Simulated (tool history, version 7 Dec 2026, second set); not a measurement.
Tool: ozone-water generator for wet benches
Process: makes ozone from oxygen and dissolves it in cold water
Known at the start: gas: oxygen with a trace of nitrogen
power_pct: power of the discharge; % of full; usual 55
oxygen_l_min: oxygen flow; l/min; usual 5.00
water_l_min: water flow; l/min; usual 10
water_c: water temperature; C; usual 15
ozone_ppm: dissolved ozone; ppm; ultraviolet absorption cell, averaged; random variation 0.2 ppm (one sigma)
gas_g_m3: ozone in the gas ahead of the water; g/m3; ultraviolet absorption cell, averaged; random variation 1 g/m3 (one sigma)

run 1 hour=0.0 | power_pct=55 oxygen_l_min=5.00 water_l_min=10 water_c=15 | ozone_ppm=27.5 gas_g_m3=179.7
run 2 hour=35.9 | power_pct=55 oxygen_l_min=5.00 water_l_min=10 water_c=15 | ozone_ppm=27.1 gas_g_m3=182.5
run 3 hour=102.3 | power_pct=55 oxygen_l_min=2.57 water_l_min=10 water_c=15 | ozone_ppm=27.1 gas_g_m3=252.3
run 4 hour=174.2 | power_pct=55 oxygen_l_min=5.00 water_l_min=10 water_c=15 | ozone_ppm=27.4 gas_g_m3=181.0
run 5 hour=211.5 | power_pct=55 oxygen_l_min=5.14 water_l_min=10 water_c=15 | ozone_ppm=27.3 gas_g_m3=177.8
run 6 hour=272.3 | power_pct=55 oxygen_l_min=5.00 water_l_min=10 water_c=15 | ozone_ppm=27.2 gas_g_m3=181.4
run 7 hour=335.8 | power_pct=55 oxygen_l_min=5.00 water_l_min=10 water_c=15 | ozone_ppm=27.4 gas_g_m3=182.5
run 8 hour=385.9 | power_pct=55 oxygen_l_min=5.00 water_l_min=7 water_c=15 | ozone_ppm=34.1 gas_g_m3=182.1
run 9 hour=450.4 | power_pct=55 oxygen_l_min=5.00 water_l_min=7 water_c=15 | ozone_ppm=34.3 gas_g_m3=181.0
run 10 hour=493.5 | power_pct=55 oxygen_l_min=5.00 water_l_min=7 water_c=15 | ozone_ppm=34.1 gas_g_m3=180.9
run 11 hour=546.1 | power_pct=55 oxygen_l_min=5.00 water_l_min=7 water_c=15 | ozone_ppm=34.2 gas_g_m3=180.7
run 12 hour=601.9 | power_pct=55 oxygen_l_min=5.00 water_l_min=7 water_c=15 | ozone_ppm=33.4 gas_g_m3=180.1
run 13 hour=643.8 | power_pct=55 oxygen_l_min=5.00 water_l_min=7 water_c=15 | ozone_ppm=34.2 gas_g_m3=180.0
run 14 hour=700.3 | power_pct=55 oxygen_l_min=8.46 water_l_min=7 water_c=15 | ozone_ppm=30.1 gas_g_m3=139.6
run 15 hour=772.4 | power_pct=55 oxygen_l_min=8.46 water_l_min=7 water_c=15 | ozone_ppm=30.7 gas_g_m3=139.7
run 16 hour=820.5 | power_pct=66 oxygen_l_min=5.00 water_l_min=10 water_c=15 | ozone_ppm=30.9 gas_g_m3=207.1
run 17 hour=863.7 | power_pct=66 oxygen_l_min=5.00 water_l_min=10 water_c=15 | ozone_ppm=31.0 gas_g_m3=206.6
run 18 hour=907.8 | power_pct=59 oxygen_l_min=3.14 water_l_min=10 water_c=15 | ozone_ppm=28.2 gas_g_m3=238.0
run 19 hour=977.8 | power_pct=61 oxygen_l_min=5.00 water_l_min=10 water_c=15 | ozone_ppm=29.0 gas_g_m3=195.5
run 20 hour=1026.0 | power_pct=61 oxygen_l_min=5.00 water_l_min=10 water_c=15 | ozone_ppm=28.9 gas_g_m3=195.6
run 21 hour=1062.6 | power_pct=61 oxygen_l_min=5.00 water_l_min=10 water_c=15 | ozone_ppm=29.3 gas_g_m3=194.1
run 22 hour=1106.7 | power_pct=61 oxygen_l_min=5.00 water_l_min=10 water_c=15 | ozone_ppm=28.7 gas_g_m3=193.7
run 23 hour=1145.8 | power_pct=55 oxygen_l_min=2.64 water_l_min=14 water_c=15 | ozone_ppm=19.4 gas_g_m3=248.5
run 24 hour=1192.5 | power_pct=55 oxygen_l_min=2.64 water_l_min=14 water_c=15 | ozone_ppm=19.5 gas_g_m3=245.8
run 25 hour=1272.3 | power_pct=55 oxygen_l_min=4.81 water_l_min=12 water_c=15 | ozone_ppm=23.4 gas_g_m3=183.0
run 26 hour=1320.0 | power_pct=55 oxygen_l_min=4.81 water_l_min=12 water_c=15 | ozone_ppm=23.1 gas_g_m3=182.1
run 27 hour=1378.6 | power_pct=68 oxygen_l_min=5.00 water_l_min=10 water_c=15 | ozone_ppm=31.4 gas_g_m3=210.8
run 28 hour=1453.8 | power_pct=68 oxygen_l_min=5.00 water_l_min=10 water_c=15 | ozone_ppm=30.6 gas_g_m3=211.4
run 29 hour=1521.8 | power_pct=45 oxygen_l_min=5.00 water_l_min=10 water_c=22 | ozone_ppm=19.8 gas_g_m3=155.0
run 30 hour=1601.9 | power_pct=45 oxygen_l_min=5.00 water_l_min=10 water_c=22 | ozone_ppm=19.7 gas_g_m3=152.9
run 31 hour=1669.3 | power_pct=55 oxygen_l_min=3.37 water_l_min=10 water_c=18 | ozone_ppm=25.6 gas_g_m3=217.8

3 ways to go on from here, each from the tool as it stands after run 31. What would each give?
run A hour=1707.1 | power_pct=55 oxygen_l_min=4.07 water_l_min=14 water_c=15 | ozone_ppm=? gas_g_m3=?
run B hour=1707.1 | power_pct=55 oxygen_l_min=6.59 water_l_min=10 water_c=18 | ozone_ppm=? gas_g_m3=?
run C hour=1707.1 | power_pct=49 oxygen_l_min=3.37 water_l_min=8 water_c=17 | ozone_ppm=? gas_g_m3=?

run=A ozone_ppm=20.1 gas_g_m3=200.1
run=B ozone_ppm=24.2 gas_g_m3=155.4
run=C ozone_ppm=28.2 gas_g_m3=201.1
Without the tool's hidden state the same runs would have given:
run=A ozone_ppm=22.0 gas_g_m3=204.0
run=B ozone_ppm=26.3 gas_g_m3=158.4
run=C ozone_ppm=30.4 gas_g_m3=204.6

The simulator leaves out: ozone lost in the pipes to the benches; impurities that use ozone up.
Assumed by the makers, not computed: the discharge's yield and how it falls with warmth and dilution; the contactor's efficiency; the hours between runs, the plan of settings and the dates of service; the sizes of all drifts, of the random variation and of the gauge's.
